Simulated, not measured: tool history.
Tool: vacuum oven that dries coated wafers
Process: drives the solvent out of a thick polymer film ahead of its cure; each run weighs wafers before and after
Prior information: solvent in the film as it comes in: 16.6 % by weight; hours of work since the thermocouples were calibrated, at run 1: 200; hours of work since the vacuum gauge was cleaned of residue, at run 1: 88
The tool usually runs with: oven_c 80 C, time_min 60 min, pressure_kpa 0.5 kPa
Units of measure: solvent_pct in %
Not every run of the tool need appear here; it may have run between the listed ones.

run   hour  oven_c  time_min  pressure_kpa  hours of work since the thermocouples were calibrated  hours of work since the vacuum gauge was cleaned of residue  solvent_pct
  1      0      80        60           0.5                                                    200                                                           88        2.526
  2   15.2      80        60           0.5                                                    208                                                           96        2.531
  3   45.5      80        60           0.5                                                    225                                                          113        2.533
  4   62.8      80        60         0.525                                                    234                                                          122        2.537
  5     87      80        60         0.525                                                    247                                                          135        2.525
  6  110.3      80        60         0.525                                                    260                                                          148        2.534
  7  129.1      80        60         0.525                                                    270                                                          158        2.523
  8  152.5      80        60           0.5                                                    282                                                          170         2.52
  9  184.1      80        60           0.5                                                    299                                                          187         2.52
 10  204.8      84        60           0.5                                                    310                                                          199        1.877
 11  228.8      84        60           0.5                                                    323                                                          212        1.874
 12  251.6      84        60           0.5                                                    336                                                          224        1.865
 13  282.3      84        32          0.71                                                    352                                                          240         4.67
 14    296      84        32          0.71                                                    360                                                          248        4.668
 15    311      84        32          0.71                                                    368                                                          256        4.669
 16    325      67        62         1.617                                                    375                                                          263        5.373
 17  357.7      67        62         1.617                                                    393                                                          281        5.386
 18    390      80        97         0.504                                                    410                                                          298        0.971
 19  421.4      91        86         0.427                                                    427                                                          315         0.38
 20  452.4      91        86         0.427                                                    444                                                          332        0.383
 21  484.6      88        31         0.285                                                    461                                                          349        3.954
 22  515.6      80        76           0.5                                                    478                                                          366        1.635

Some steps in solvent_pct between neighbouring runs. How much of each would the tool show without its hidden state too (settings, what came in, random variation), and how much is left for the hidden state, with any gauge scatter that isn't in both results?
What the log doesn't record here: true wafer temperature over the reading, C; true pressure over the reading, kPa; drift of the gauge itself on solvent_pct, %.
Run 17 -> 18: oven_c 67 -> 80, time_min 62 -> 97, pressure_kpa 1.617 -> 0.504. solvent_pct -4.415 %: hidden state +0.057, all else -4.472.
Run 20 -> 21: oven_c 91 -> 88, time_min 86 -> 31, pressure_kpa 0.427 -> 0.285. solvent_pct +3.571 %: hidden state -0.087, all else +3.658.

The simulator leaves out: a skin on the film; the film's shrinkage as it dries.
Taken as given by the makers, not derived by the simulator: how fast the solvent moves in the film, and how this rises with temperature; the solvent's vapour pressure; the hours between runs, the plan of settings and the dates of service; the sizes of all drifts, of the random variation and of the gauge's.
